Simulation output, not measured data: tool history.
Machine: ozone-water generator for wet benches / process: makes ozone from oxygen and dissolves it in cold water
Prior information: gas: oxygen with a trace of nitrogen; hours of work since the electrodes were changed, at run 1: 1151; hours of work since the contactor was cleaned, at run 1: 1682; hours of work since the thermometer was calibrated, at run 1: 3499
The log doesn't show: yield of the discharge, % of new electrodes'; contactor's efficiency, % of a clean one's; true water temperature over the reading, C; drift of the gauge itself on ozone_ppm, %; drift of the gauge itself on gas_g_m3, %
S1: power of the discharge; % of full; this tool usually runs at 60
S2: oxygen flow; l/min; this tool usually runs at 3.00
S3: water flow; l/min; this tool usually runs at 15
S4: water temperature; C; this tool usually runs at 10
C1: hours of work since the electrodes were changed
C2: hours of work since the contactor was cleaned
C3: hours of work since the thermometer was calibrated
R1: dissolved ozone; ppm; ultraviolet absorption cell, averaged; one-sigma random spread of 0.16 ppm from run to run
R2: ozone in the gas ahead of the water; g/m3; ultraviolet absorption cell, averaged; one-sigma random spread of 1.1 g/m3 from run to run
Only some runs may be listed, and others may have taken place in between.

run,day,S1,S2,S3,S4,C1,C2,C3,R1,R2
1,0.000,60,3.00,15,10,1151,1682,3499,20.7,188.9
2,1.983,60,3.00,15,10,1197,1728,3546,20.9,187.4
3,3.708,60,3.00,15,10,1238,1769,3586,20.5,187.2
4,4.762,60,3.00,15,10,1262,1794,3611,20.5,187.0
5,6.721,60,3.00,15,10,1308,1839,3657,20.5,187.1
6,8.775,60,3.00,15,6,1357,1888,3705,21.6,187.7
7,10.379,60,1.64,15,6,1394,1925,3743,18.3,251.4
8,11.304,81,3.00,15,10,1416,1947,3764,25.5,227.7
9,12.550,81,3.00,15,12,1445,1976,3794,24.5,231.4
10,13.425,60,3.00,15,10,1466,1997,3814,20.7,188.4
11,14.546,60,3.00,15,10,1492,2023,3841,20.5,190.2
12,16.488,60,3.00,15,10,1538,2069,3886,20.7,190.8
13,17.479,60,3.00,15,10,1561,2092,3909,20.9,188.8
14,18.658,60,3.00,15,10,1589,2120,3937,20.4,189.4
15,19.950,60,3.00,15,10,1619,2150,3967,20.5,188.7
16,21.271,60,3.00,15,10,1650,2181,3998,20.2,190.6
# day 22.321: water thermometer calibrated
17,22.967,60,3.00,15,5,1689,2220,15,21.8,190.8
18,24.442,60,3.00,15,5,1724,2255,50,21.8,191.2
19,26.229,60,3.28,15,5,1766,2297,92,22.1,182.2
20,27.125,60,3.28,15,5,1787,2318,113,22.3,182.5
21,28.933,44,2.66,16,14,1829,2360,155,15.0,165.5
22,30.833,94,3.17,16,14,1874,2405,200,25.2,249.4
23,31.762,94,3.17,9,14,1896,2427,222,40.3,251.4
24,33.683,56,3.00,15,7,1941,2472,267,20.1,183.7
25,35.246,56,3.00,15,7,1978,2509,303,20.1,181.7
26,36.362,56,3.00,15,7,2004,2535,330,20.3,183.0
27,37.321,48,3.00,15,8,2026,2557,352,18.0,166.3
28,39.308,60,2.25,18,16,2073,2604,399,15.1,220.6
# day 39.758: gauge calibrated
29,40.288,60,3.00,15,5,2096,2627,422,21.7,186.7
30,41.279,77,3.76,10,9,2119,2650,445,35.8,196.5
31,42.504,77,4.88,13,9,2148,2679,474,29.8,175.5
32,43.667,60,2.20,11,10,2175,2706,501,26.1,218.5

For run 33, what comes out?
33,45.475,60,2.20,11,10,2218,2749,544,?,?

Logged for run 33: R1 26.0 ppm, R2 218.5 g/m3.
With no hidden state in the tool, this same run would have given R1 26.0 ppm, R2 217.7 g/m3.
